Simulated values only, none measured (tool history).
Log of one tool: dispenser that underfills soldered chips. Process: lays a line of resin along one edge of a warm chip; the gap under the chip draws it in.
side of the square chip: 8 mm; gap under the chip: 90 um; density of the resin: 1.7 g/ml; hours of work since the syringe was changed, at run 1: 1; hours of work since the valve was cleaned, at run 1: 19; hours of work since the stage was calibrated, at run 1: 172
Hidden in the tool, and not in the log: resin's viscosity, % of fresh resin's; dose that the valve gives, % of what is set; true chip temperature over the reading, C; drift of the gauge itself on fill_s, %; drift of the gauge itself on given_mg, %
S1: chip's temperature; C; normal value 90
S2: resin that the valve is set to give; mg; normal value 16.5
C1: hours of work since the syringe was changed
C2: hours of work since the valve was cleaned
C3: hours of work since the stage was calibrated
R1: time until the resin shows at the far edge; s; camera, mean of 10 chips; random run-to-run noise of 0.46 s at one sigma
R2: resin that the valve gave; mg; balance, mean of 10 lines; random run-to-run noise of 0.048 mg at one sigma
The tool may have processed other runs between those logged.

| run | day | S1 | S2 | C1 | C2 | C3 | R1 | R2 |
|---|---|---|---|---|---|---|---|---|
| 1 | 0.000 | 90 | 16.5 | 1 | 19 | 172 | 36.1 | 16.34 |
| 2 | 0.404 | 90 | 16.5 | 9 | 26 | 179 | 49.2 | 16.19 |
|  | 0.512 | new syringe of resin |
| 3 | 0.996 | 90 | 16.5 | 9 | 37 | 190 | 48.5 | 16.09 |
|  | 1.121 | new syringe of resin |
| 4 | 1.433 | 90 | 16.5 | 6 | 44 | 197 | 43.5 | 15.99 |
|  | 1.579 | dispensing valve cleaned and set on the balance |
|  | 1.750 | new syringe of resin |
| 5 | 1.783 | 90 | 16.5 | 1 | 3 | 203 | 35.3 | 16.38 |
| 6 | 2.317 | 97 | 16.5 | 10 | 13 | 212 | 42.2 | 16.29 |
|  | 2.379 | new syringe of resin |
| 7 | 2.796 | 94 | 19.5 | 7 | 21 | 220 | 41.1 | 19.14 |
|  | 2.962 | new syringe of resin |
| 8 | 3.346 | 81 | 18.9 | 7 | 31 | 230 | 60.1 | 18.34 |
|  | 3.588 | new syringe of resin |
| 9 | 3.825 | 81 | 18.9 | 4 | 39 | 238 | 55.2 | 18.28 |
|  | 4.229 | new syringe of resin |
|  | 4.271 | dispensing valve cleaned and set on the balance |
| 10 | 4.383 | 98 | 16.2 | 2 | 2 | 248 | 29.5 | 16.13 |
| 11 | 4.808 | 101 | 17.8 | 10 | 10 | 255 | 35.7 | 17.70 |

3 options for the next run, each taken on its own from the tool as it stands now. Forecast them:
|  | 4.867 | new syringe of resin |
| A | 5.421 | 82 | 16.5 | 10 | 20 | 266 | ? | ? |
|  | 4.867 | new syringe of resin |
| B | 5.421 | 98 | 15.9 | 10 | 20 | 266 | ? | ? |
|  | 4.867 | new syringe of resin |
| C | 5.421 | 90 | 19.8 | 10 | 20 | 266 | ? | ? |

| run | R1 | R2 |
|---|---|---|
| A | 66.7 | 16.24 |
| B | 39.7 | 15.65 |
| C | 50.6 | 19.48 |
The same runs, with their run-to-run variation unchanged, on a tool lacking any hidden condition would have given:
| run | R1 | R2 |
|---|---|---|
| A | 44.8 | 16.49 |
| B | 26.9 | 15.89 |
| C | 34.1 | 19.78 |
